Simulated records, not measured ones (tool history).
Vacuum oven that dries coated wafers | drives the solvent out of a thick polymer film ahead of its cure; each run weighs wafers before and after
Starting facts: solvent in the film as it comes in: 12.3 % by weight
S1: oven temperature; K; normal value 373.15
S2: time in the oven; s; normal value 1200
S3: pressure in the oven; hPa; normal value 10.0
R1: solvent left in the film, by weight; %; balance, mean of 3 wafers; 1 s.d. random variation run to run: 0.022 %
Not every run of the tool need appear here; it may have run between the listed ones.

run   hour      S1    S2    S3    R1
  1    0.0  373.15  1200  10.0  1.52
  2   14.9  373.15  1200  10.0  1.54
  3   29.7  373.15  1200  10.0  1.51
  4   43.1  373.15  1200   6.1  1.39
  5   52.4  373.15  1200  10.0  1.57
  6   63.3  373.15  1200  10.0  1.56
  7   80.3  373.15  1200  10.0  1.54
  8   95.1  373.15  1200  10.0  1.52
  9  108.0  373.15  1200  19.6  1.93
 10  121.1  382.15  1200  10.0  0.69
 11  135.8  373.15  1200  10.0  1.52
 12  147.8  373.15  1560  10.0  1.01
 13  165.6  373.15  1560  10.0  1.02
 14  175.1  384.15  1440  20.3  0.75
 15  191.0  377.15  1200  11.4  1.09
 16  205.2  377.15  1200  11.4  1.17
 17  221.8  375.15   660  22.8  3.32
 18  231.1  375.15   660  22.8  3.37
 19  248.7  375.15   660  22.8  3.37
 20  263.1  375.15   660  22.8  3.32
 21  274.7  386.15  1080  22.8  0.90
 22  292.0  381.15  1200  10.0  0.78
 23  303.6  372.15  1200  24.7  2.27
 24  314.9  370.15   960  10.0  2.56
 25  328.8  370.15   960  10.0  2.60

What would each run have given without the hidden state, its run-to-run variation left as it was?
Hidden conditions of the tool in this case: true wafer temperature over the reading, C; true pressure over the reading, kPa; drift of the gauge itself on solvent_pct, %.
run    R1
  1  1.42
  2  1.44
  3  1.42
  4  1.29
  5  1.47
  6  1.46
  7  1.45
  8  1.43
  9  1.83
 10  0.63
 11  1.43
 12  0.94
 13  0.94
 14  0.70
 15  1.02
 16  1.10
 17  3.24
 18  3.29
 19  3.30
 20  3.24
 21  0.85
 22  0.72
 23  2.19
 24  2.48
 25  2.52
